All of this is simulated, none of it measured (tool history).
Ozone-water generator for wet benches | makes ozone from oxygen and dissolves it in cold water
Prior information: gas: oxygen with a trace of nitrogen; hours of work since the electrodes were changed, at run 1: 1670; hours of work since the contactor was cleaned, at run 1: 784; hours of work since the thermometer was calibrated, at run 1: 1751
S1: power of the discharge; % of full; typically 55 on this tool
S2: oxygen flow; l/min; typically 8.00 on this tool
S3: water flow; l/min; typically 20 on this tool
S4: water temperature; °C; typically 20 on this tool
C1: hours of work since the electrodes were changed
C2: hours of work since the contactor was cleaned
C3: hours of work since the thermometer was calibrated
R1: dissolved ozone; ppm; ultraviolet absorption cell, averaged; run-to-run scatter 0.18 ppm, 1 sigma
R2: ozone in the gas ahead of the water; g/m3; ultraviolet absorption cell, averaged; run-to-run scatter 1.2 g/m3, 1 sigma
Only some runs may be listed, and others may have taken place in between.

{"run": 1, "hour": 0.0, "S1": 55, "S2": 8.0, "S3": 20, "S4": 20, "C1": 1670, "C2": 784, "C3": 1751, "R1": 25.1, "R2": 225.4}
{"run": 2, "hour": 45.4, "S1": 55, "S2": 8.0, "S3": 14, "S4": 20, "C1": 1710, "C2": 824, "C3": 1791, "R1": 30.5, "R2": 224.3}
{"run": 3, "hour": 84.0, "S1": 55, "S2": 8.0, "S3": 14, "S4": 20, "C1": 1744, "C2": 858, "C3": 1825, "R1": 30.6, "R2": 225.6}
{"run": 4, "hour": 122.3, "S1": 55, "S2": 7.3, "S3": 14, "S4": 20, "C1": 1778, "C2": 892, "C3": 1858, "R1": 30.8, "R2": 242.8}
{"run": 5, "hour": 170.2, "S1": 55, "S2": 7.3, "S3": 14, "S4": 20, "C1": 1820, "C2": 934, "C3": 1901, "R1": 31.5, "R2": 240.1}
{"run": 6, "hour": 238.1, "S1": 55, "S2": 7.3, "S3": 14, "S4": 20, "C1": 1879, "C2": 993, "C3": 1960, "R1": 31.6, "R2": 239.7}
{"run": 7, "hour": 292.9, "S1": 55, "S2": 8.0, "S3": 20, "S4": 20, "C1": 1927, "C2": 1041, "C3": 2008, "R1": 25.0, "R2": 223.3}
{"run": 8, "hour": 360.2, "S1": 55, "S2": 8.0, "S3": 20, "S4": 20, "C1": 1986, "C2": 1100, "C3": 2067, "R1": 25.2, "R2": 227.1}
{"run": 9, "hour": 401.7, "S1": 55, "S2": 7.15, "S3": 20, "S4": 20, "C1": 2022, "C2": 1137, "C3": 2103, "R1": 25.7, "R2": 244.8}
{"run": 10, "hour": 440.4, "S1": 60, "S2": 8.0, "S3": 20, "S4": 20, "C1": 2056, "C2": 1170, "C3": 2137, "R1": 26.4, "R2": 238.5}
{"run": 11, "hour": 504.9, "S1": 60, "S2": 8.0, "S3": 19, "S4": 20, "C1": 2113, "C2": 1227, "C3": 2194, "R1": 26.9, "R2": 240.2}
{"run": 12, "hour": 561.8, "S1": 60, "S2": 8.0, "S3": 19, "S4": 20, "C1": 2163, "C2": 1277, "C3": 2244, "R1": 27.0, "R2": 238.7}
{"run": 13, "hour": 602.7, "S1": 60, "S2": 8.0, "S3": 19, "S4": 20, "C1": 2199, "C2": 1313, "C3": 2280, "R1": 27.3, "R2": 236.9}
{"run": 14, "hour": 667.1, "S1": 60, "S2": 8.0, "S3": 19, "S4": 20, "C1": 2255, "C2": 1369, "C3": 2336, "R1": 27.4, "R2": 238.6}
{"run": 15, "hour": 699.4, "S1": 55, "S2": 14.03, "S3": 20, "S4": 20, "C1": 2283, "C2": 1397, "C3": 2364, "R1": 21.0, "R2": 154.2}
{"run": 16, "hour": 733.6, "S1": 55, "S2": 14.03, "S3": 20, "S4": 20, "C1": 2313, "C2": 1427, "C3": 2394, "R1": 20.7, "R2": 155.7}
{"run": 17, "hour": 799.0, "S1": 76, "S2": 8.0, "S3": 20, "S4": 22, "C1": 2371, "C2": 1485, "C3": 2452, "R1": 29.7, "R2": 278.9}
{"run": 18, "hour": 850.0, "S1": 76, "S2": 8.0, "S3": 20, "S4": 22, "C1": 2415, "C2": 1529, "C3": 2496, "R1": 29.4, "R2": 280.6}
{"run": 19, "hour": 895.8, "S1": 76, "S2": 8.0, "S3": 20, "S4": 22, "C1": 2456, "C2": 1570, "C3": 2537, "R1": 28.9, "R2": 279.1}
{"run": 20, "hour": 932.7, "S1": 76, "S2": 8.0, "S3": 20, "S4": 22, "C1": 2488, "C2": 1602, "C3": 2569, "R1": 29.1, "R2": 279.9}
{"run": 21, "hour": 1003.2, "S1": 65, "S2": 4.53, "S3": 20, "S4": 20, "C1": 2550, "C2": 1664, "C3": 2631, "R1": 30.8, "R2": 373.5}
{"run": 22, "hour": 1060.2, "S1": 100, "S2": 4.53, "S3": 20, "S4": 26, "C1": 2600, "C2": 1714, "C3": 2681, "R1": 36.7, "R2": 487.6}
{"run": 23, "hour": 1096.7, "S1": 47, "S2": 11.31, "S3": 20, "S4": 20, "C1": 2632, "C2": 1746, "C3": 2713, "R1": 20.6, "R2": 162.3}
{"run": 24, "hour": 1146.1, "S1": 47, "S2": 11.31, "S3": 20, "S4": 20, "C1": 2675, "C2": 1789, "C3": 2756, "R1": 20.4, "R2": 161.7}
{"run": 25, "hour": 1177.3, "S1": 47, "S2": 11.31, "S3": 20, "S4": 20, "C1": 2702, "C2": 1816, "C3": 2783, "R1": 20.4, "R2": 164.8}
{"run": 26, "hour": 1217.8, "S1": 55, "S2": 9.33, "S3": 20, "S4": 21, "C1": 2738, "C2": 1852, "C3": 2819, "R1": 23.5, "R2": 206.0}
{"run": 27, "hour": 1256.8, "S1": 55, "S2": 9.33, "S3": 20, "S4": 21, "C1": 2772, "C2": 1886, "C3": 2853, "R1": 23.4, "R2": 206.1}
{"run": 28, "hour": 1315.0, "S1": 79, "S2": 8.0, "S3": 20, "S4": 20, "C1": 2823, "C2": 1937, "C3": 2904, "R1": 31.4, "R2": 288.3}
{"hour": 1359.0, "done": "water thermometer calibrated"}
{"run": 29, "hour": 1374.8, "S1": 79, "S2": 8.0, "S3": 20, "S4": 20, "C1": 2875, "C2": 1989, "C3": 14, "R1": 31.3, "R2": 287.0}
{"run": 30, "hour": 1419.1, "S1": 79, "S2": 8.0, "S3": 20, "S4": 20, "C1": 2914, "C2": 2028, "C3": 53, "R1": 31.0, "R2": 288.1}
{"run": 31, "hour": 1470.3, "S1": 79, "S2": 8.0, "S3": 20, "S4": 20, "C1": 2959, "C2": 2073, "C3": 98, "R1": 31.5, "R2": 287.0}
{"run": 32, "hour": 1530.3, "S1": 55, "S2": 10.27, "S3": 20, "S4": 13, "C1": 3011, "C2": 2125, "C3": 150, "R1": 26.6, "R2": 193.3}

Measured result minus the same run's result without the hidden state. Both carry the same run-to-run variation, though not necessarily the same gauge scatter:
The hidden state here: yield of the discharge, % of new electrodes'; contactor's efficiency, % of a clean one's; true water temperature over the reading, C; drift of the gauge itself on ozone_ppm, %; drift of the gauge itself on gas_g_m3, %.
run=1 R2=-0.1
run=2 R2=+0.1
run=3 R2=+0.3
run=4 R2=+0.4
run=5 R2=+0.5
run=6 R2=+0.9
run=7 R2=+1.0
run=8 R2=+1.3
run=9 R2=+1.5
run=10 R2=+1.7
run=11 R2=+1.9
run=12 R2=+2.1
run=13 R2=+2.2
run=14 R2=+2.5
run=15 R2=+1.7
run=16 R2=+1.8
run=17 R2=+3.5
run=18 R2=+3.7
run=19 R2=+3.9
run=20 R2=+4.1
run=21 R2=+5.9
run=22 R2=+8.0
run=23 R2=+2.8
run=24 R2=+2.9
run=25 R2=+3.1
run=26 R2=+4.0
run=27 R2=+4.1
run=28 R2=+5.9
run=29 R2=+6.2
run=30 R2=+6.4
run=31 R2=+6.6
run=32 R2=+4.7
For R1, the value without the hidden state is never more than 0.1 ppm from the measured value.
